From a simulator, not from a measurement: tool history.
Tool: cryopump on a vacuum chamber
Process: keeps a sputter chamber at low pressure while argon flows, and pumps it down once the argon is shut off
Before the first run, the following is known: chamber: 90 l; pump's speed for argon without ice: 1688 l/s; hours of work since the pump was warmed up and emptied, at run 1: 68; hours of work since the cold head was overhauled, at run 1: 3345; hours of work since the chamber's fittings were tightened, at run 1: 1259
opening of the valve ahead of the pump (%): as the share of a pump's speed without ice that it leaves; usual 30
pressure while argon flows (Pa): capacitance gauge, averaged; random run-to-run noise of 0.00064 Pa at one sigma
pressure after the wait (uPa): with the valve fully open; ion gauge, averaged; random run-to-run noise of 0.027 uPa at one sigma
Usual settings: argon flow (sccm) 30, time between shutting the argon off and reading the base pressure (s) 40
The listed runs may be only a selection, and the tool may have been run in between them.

run    hour  argon flow (sccm)  time between shutting the argon off and reading the base pressure (s)  opening of the valve ahead of the pump (%)  hours of work since the pump was warmed up and emptied  hours of work since the cold head was overhauled  hours of work since the chamber's fittings were tightened  pressure while argon flows (Pa)  pressure after the wait (uPa)
  1     0.0                 30                                                                     40                                          30                                                      68                                              3345                                                       1259                           0.1016                           2.16
  2    79.4                 30                                                                     40                                          30                                                     132                                              3409                                                       1322                           0.1028                           2.17
       99.1  -- leaking fittings of the chamber tightened, without venting
  3   148.0                 30                                                                     40                                          30                                                     185                                              3462                                                         39                           0.1042                           1.32
  4   206.6                 30                                                                     40                                          30                                                     232                                              3509                                                         86                           0.1046                           1.32
  5   300.4                 30                                                                     40                                          30                                                     307                                              3584                                                        161                           0.1060                           1.39
  6   407.7                 30                                                                     90                                          30                                                     393                                              3670                                                        247                           0.1080                           0.92
      459.1  -- pump warmed up, emptied and cooled again
  7   462.6                 30                                                                     90                                          30                                                       3                                              3710                                                        287                           0.1008                           0.85
  8   545.7                 30                                                                     90                                          30                                                      69                                              3777                                                        353                           0.1031                           0.91
  9   616.1                 30                                                                     90                                          30                                                     126                                              3833                                                        410                           0.1019                           0.97
 10   702.1                 30                                                                     40                                          30                                                     195                                              3902                                                        479                           0.1030                           1.57
 11   787.3                 30                                                                     40                                          30                                                     263                                              3970                                                        547                           0.1066                           1.68
 12   897.1                 30                                                                     40                                          30                                                     351                                              4058                                                        635                           0.1077                           1.75
     1002.7  -- pump warmed up, emptied and cooled again
 13  1002.7                 30                                                                     40                                          30                                                       0                                              4138                                                        715                           0.1016                           1.70
 14  1086.7                 30                                                                     40                                          30                                                      67                                              4206                                                        783                           0.1019                           1.74
 15  1184.8                 30                                                                     40                                          30                                                     146                                              4284                                                        861                           0.1022                           1.91
 16  1252.5                 30                                                                     40                                          30                                                     200                                              4338                                                        915                           0.1042                           1.97
 17  1347.9                 30                                                                     40                                          19                                                     276                                              4415                                                        992                           0.1647                           2.05
 18  1454.3                 30                                                                     40                                          19                                                     361                                              4500                                                       1077                           0.1656                           2.20
 19  1524.8                 25                                                                     40                                          17                                                     418                                              4556                                                       1133                           0.1533                           2.18
     1547.0  -- pump warmed up, emptied and cooled again
 20  1576.8                 30                                                                     48                                          43                                                      24                                              4594                                                       1171                           0.0707                           1.91
 21  1660.7                 30                                                                     74                                          30                                                      91                                              4661                                                       1238                           0.1018                           1.68
 22  1722.9                 15                                                                     43                                          22                                                     141                                              4711                                                       1288                           0.0689                           2.16
     1782.0  -- leaking fittings of the chamber tightened, without venting
 23  1796.8                 23                                                                     43                                          21                                                     198                                              4768                                                         12                           0.1117                           1.20
 24  1845.0                 23                                                                     43                                          21                                                     237                                              4807                                                         50                           0.1131                           1.22
 25  1897.3                 32                                                                     32                                          18                                                     279                                              4849                                                         92                           0.1831                           1.55
 26  1968.8                 17                                                                    209                                          21                                                     336                                              4906                                                        150                           0.0856                           0.61
 27  2070.8                 30                                                                     79                                          28                                                     418                                              4988                                                        231                           0.1150                           1.01
     2092.7  -- pump warmed up, emptied and cooled again
 28  2149.3                 44                                                                    265                                          47                                                      45                                              5046                                                        290                           0.0963                           0.53
 29  2246.9                 44                                                                    104                                          29                                                     123                                              5125                                                        368                           0.1563                           0.88
 30  2353.7                 19                                                                     30                                          20                                                     209                                              5210                                                        454                           0.0976                           1.97
 31  2424.7                 15                                                                     85                                          51                                                     266                                              5267                                                        510                           0.0324                           1.10
 32  2528.9                 29                                                                     27                                          24                                                     349                                              5350                                                        594                           0.1272                           2.29

How the hidden state differs across the entries between the runs, from the last listed run before each to the first after it:
Run 2 -> run 3: leaking fittings of the chamber tightened, without venting (hour 99.1)
  pump's speed, % of a pump's without ice: 94.4 -> 91.9; cold plate's temperature, K: 13.11 -> 13.12; leak into the chamber, uPa l/s: 1878 -> 385
  difference, measured minus the result without the unlogged condition, pressure while argon flows (Pa): +0.0025 -> +0.0034; pressure after the wait (uPa): +1.00 -> +0.08
Run 6 -> run 7: pump warmed up, emptied and cooled again (hour 459.1)
  pump's speed, % of a pump's without ice: 82.8 -> 99.1; cold plate's temperature, K: 13.19 -> 13.2; leak into the chamber, uPa l/s: 628 -> 673
  difference, measured minus the result without the unlogged condition, pressure while argon flows (Pa): +0.0071 -> +0.0010; pressure after the wait (uPa): +0.28 -> +0.23
Run 12 -> run 13: pump warmed up, emptied and cooled again (hour 1002.7)
  pump's speed, % of a pump's without ice: 84.1 -> 99.9; cold plate's temperature, K: 13.3 -> 13.32; leak into the chamber, uPa l/s: 1076 -> 1171
  difference, measured minus the result without the unlogged condition, pressure while argon flows (Pa): +0.0066 -> +0.0008; pressure after the wait (uPa): +0.58 -> +0.52
Run 19 -> run 20: pump warmed up, emptied and cooled again (hour 1547.0)
  pump's speed, % of a pump's without ice: 81.7 -> 99; cold plate's temperature, K: 13.45 -> 13.46; leak into the chamber, uPa l/s: 1648 -> 1689
  difference, measured minus the result without the unlogged condition, pressure while argon flows (Pa): +0.0065 -> +0.0012; pressure after the wait (uPa): +1.03 -> +0.87
Run 22 -> run 23: leaking fittings of the chamber tightened, without venting (hour 1782.0)
  pump's speed, % of a pump's without ice: 93.9 -> 91.2; cold plate's temperature, K: 13.49 -> 13.51; leak into the chamber, uPa l/s: 1828 -> 365
  difference, measured minus the result without the unlogged condition, pressure while argon flows (Pa): +0.0015 -> +0.0030; pressure after the wait (uPa): +1.00 -> +0.07
Run 27 -> run 28: pump warmed up, emptied and cooled again (hour 2092.7)
  pump's speed, % of a pump's without ice: 81.8 -> 98; cold plate's temperature, K: 13.58 -> 13.59; leak into the chamber, uPa l/s: 631 -> 701
  difference, measured minus the result without the unlogged condition, pressure while argon flows (Pa): +0.0079 -> +0.0024; pressure after the wait (uPa): +0.29 -> +0.25
